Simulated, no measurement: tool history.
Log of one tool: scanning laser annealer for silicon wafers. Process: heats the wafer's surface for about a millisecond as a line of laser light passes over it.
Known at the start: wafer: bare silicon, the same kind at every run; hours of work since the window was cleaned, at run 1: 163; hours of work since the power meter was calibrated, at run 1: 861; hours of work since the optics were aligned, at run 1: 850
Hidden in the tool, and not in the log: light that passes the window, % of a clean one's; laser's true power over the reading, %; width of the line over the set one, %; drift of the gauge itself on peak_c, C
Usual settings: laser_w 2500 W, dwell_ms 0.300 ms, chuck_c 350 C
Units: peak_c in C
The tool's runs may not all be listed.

| run | hour | laser_w | dwell_ms | chuck_c | hours of work since the window was cleaned | hours of work since the power meter was calibrated | hours of work since the optics were aligned | peak_c |
|---|---|---|---|---|---|---|---|---|
| 1 | 0.0 | 2500 | 0.300 | 350 | 163 | 861 | 850 | 1043 |
| 2 | 31.5 | 2500 | 0.300 | 350 | 186 | 885 | 874 | 1044 |
| 3 | 48.1 | 2500 | 0.300 | 350 | 199 | 897 | 886 | 1044 |
| 4 | 71.1 | 2529 | 0.300 | 350 | 216 | 914 | 904 | 1052 |
| 5 | 98.5 | 2529 | 0.300 | 350 | 237 | 935 | 924 | 1051 |
| 6 | 113.4 | 2529 | 0.300 | 350 | 248 | 946 | 935 | 1049 |
| 7 | 142.2 | 2529 | 0.300 | 350 | 269 | 968 | 957 | 1046 |
| 8 | 172.9 | 2529 | 0.300 | 350 | 292 | 991 | 980 | 1046 |
| 9 | 192.6 | 2529 | 0.300 | 350 | 307 | 1005 | 995 | 1049 |
| 10 | 222.6 | 2529 | 0.300 | 350 | 330 | 1028 | 1017 | 1041 |
| 11 | 253.7 | 2529 | 0.300 | 350 | 353 | 1051 | 1040 | 1041 |
| 12 | 280.9 | 2529 | 0.300 | 350 | 373 | 1072 | 1061 | 1042 |
| 13 | 297.2 | 2529 | 0.300 | 350 | 386 | 1084 | 1073 | 1042 |
|  | 330.9 | optics aligned, line set to its width |
| 14 | 331.5 | 2500 | 0.233 | 327 | 407 | 1106 | 0 | 939 |
| 15 | 352.7 | 2500 | 0.233 | 327 | 423 | 1122 | 16 | 938 |
| 16 | 374.3 | 2500 | 0.233 | 327 | 440 | 1138 | 33 | 937 |
| 17 | 389.6 | 2500 | 0.233 | 327 | 451 | 1149 | 44 | 937 |
| 18 | 417.6 | 2500 | 0.233 | 327 | 472 | 1170 | 65 | 939 |
| 19 | 433.9 | 2500 | 0.343 | 350 | 484 | 1182 | 77 | 1093 |
| 20 | 457.7 | 2500 | 0.343 | 350 | 502 | 1200 | 95 | 1087 |
| 21 | 471.5 | 2500 | 0.300 | 332 | 512 | 1211 | 105 | 1020 |
| 22 | 503.6 | 2387 | 0.344 | 350 | 536 | 1235 | 129 | 1044 |
| 23 | 519.1 | 2387 | 0.344 | 350 | 548 | 1246 | 141 | 1043 |
| 24 | 547.0 | 2387 | 0.376 | 345 | 569 | 1267 | 162 | 1068 |
| 25 | 562.1 | 2387 | 0.376 | 345 | 580 | 1278 | 173 | 1067 |

Measured less the same run without the tool's hidden state. The same run-to-run variation is in both; the gauge's scatter may not be:
| run | peak_c |
|---|---|
| 1 | -24 |
| 2 | -25 |
| 3 | -27 |
| 4 | -29 |
| 5 | -30 |
| 6 | -31 |
| 7 | -33 |
| 8 | -35 |
| 9 | -35 |
| 10 | -37 |
| 11 | -39 |
| 12 | -41 |
| 13 | -42 |
| 14 | -20 |
| 15 | -22 |
| 16 | -23 |
| 17 | -24 |
| 18 | -25 |
| 19 | -32 |
| 20 | -34 |
| 21 | -32 |
| 22 | -34 |
| 23 | -35 |
| 24 | -39 |
| 25 | -40 |
